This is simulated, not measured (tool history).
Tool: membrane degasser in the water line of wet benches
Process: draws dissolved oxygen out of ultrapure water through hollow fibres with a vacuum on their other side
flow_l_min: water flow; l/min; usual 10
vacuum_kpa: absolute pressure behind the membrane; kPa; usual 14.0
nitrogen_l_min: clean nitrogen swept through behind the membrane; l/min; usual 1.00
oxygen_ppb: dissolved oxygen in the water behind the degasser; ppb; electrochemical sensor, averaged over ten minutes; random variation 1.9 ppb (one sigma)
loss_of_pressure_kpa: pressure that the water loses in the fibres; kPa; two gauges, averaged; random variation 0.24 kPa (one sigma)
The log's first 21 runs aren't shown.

run	hour	flow_l_min	vacuum_kpa	nitrogen_l_min	oxygen_ppb	loss_of_pressure_kpa
22	762.8	7	23.4	1.00	332.4	44.22
23	787.6	10	11.5	0.65	308.5	63.18
24	824.6	10	26.6	2.07	293.5	63.47
25	851.3	10	14.0	0.91	296.0	63.30
26	878.0	12	33.3	1.89	499.4	75.68
27	905.9	7	25.8	1.00	372.0	44.25
28	933.4	7	30.5	1.00	439.3	44.28
29	978.4	7	30.5	1.00	445.2	44.47
30	1012.3	13	9.1	1.00	261.8	82.22
31	1037.5	13	9.1	1.00	263.4	82.82
32	1076.1	7	8.6	1.00	95.0	44.34

3 ways to go on from here, each from the tool as it stands after run 32. What would each give?
A	1118.2	10	28.3	1.46	?	?
B	1118.2	10	26.2	0.56	?	?
C	1118.2	7	18.7	1.00	?	?

run	oxygen_ppb	loss_of_pressure_kpa
A	422.8	63.37
B	867.1	63.16
C	260.4	44.47
Without the tool's hidden state the same runs would have given:
run	oxygen_ppb	loss_of_pressure_kpa
A	422.7	61.96
B	866.9	61.76
C	260.2	43.48
